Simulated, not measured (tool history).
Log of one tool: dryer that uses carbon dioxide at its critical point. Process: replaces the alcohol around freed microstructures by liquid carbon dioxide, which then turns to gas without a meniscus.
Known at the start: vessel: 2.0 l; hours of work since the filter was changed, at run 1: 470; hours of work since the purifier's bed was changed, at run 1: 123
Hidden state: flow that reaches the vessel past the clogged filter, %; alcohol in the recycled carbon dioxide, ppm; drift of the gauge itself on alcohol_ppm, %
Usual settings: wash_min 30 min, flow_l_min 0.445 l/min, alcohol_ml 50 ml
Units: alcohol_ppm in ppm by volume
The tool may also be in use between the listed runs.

run,hour,wash_min,flow_l_min,alcohol_ml,hours of work since the filter was changed,hours of work since the purifier's bed was changed,alcohol_ppm
1,0,30,0.445,50,470,123,460
2,34.4,30,0.445,50,493,146,478
# hour 45.8: inlet filter changed
3,56.6,30,0.445,50,7,160,265
4,78,28,0.445,50,22,174,360
5,99.1,28,0.467,50,36,188,315
6,131.7,28,0.467,50,57,210,314
7,174.1,28,0.467,50,86,238,338
8,204,43,0.294,72,106,258,589
9,244.3,30,0.445,79,132,285,496
10,283.8,30,0.445,79,159,311,524
11,302.4,37,0.618,96,171,324,99

Forecast each of these 4 alternatives for the next run:
A,321.5,32,0.667,30,184,336,?
B,321.5,48,0.337,50,184,336,?
C,321.5,32,0.625,50,184,336,?
D,321.5,42,0.555,81,184,336,?

run,alcohol_ppm
A,100
B,192
C,99
D,94
Without the tool's hidden state the same runs would have given:
run,alcohol_ppm
A,26
B,92
C,21
D,16
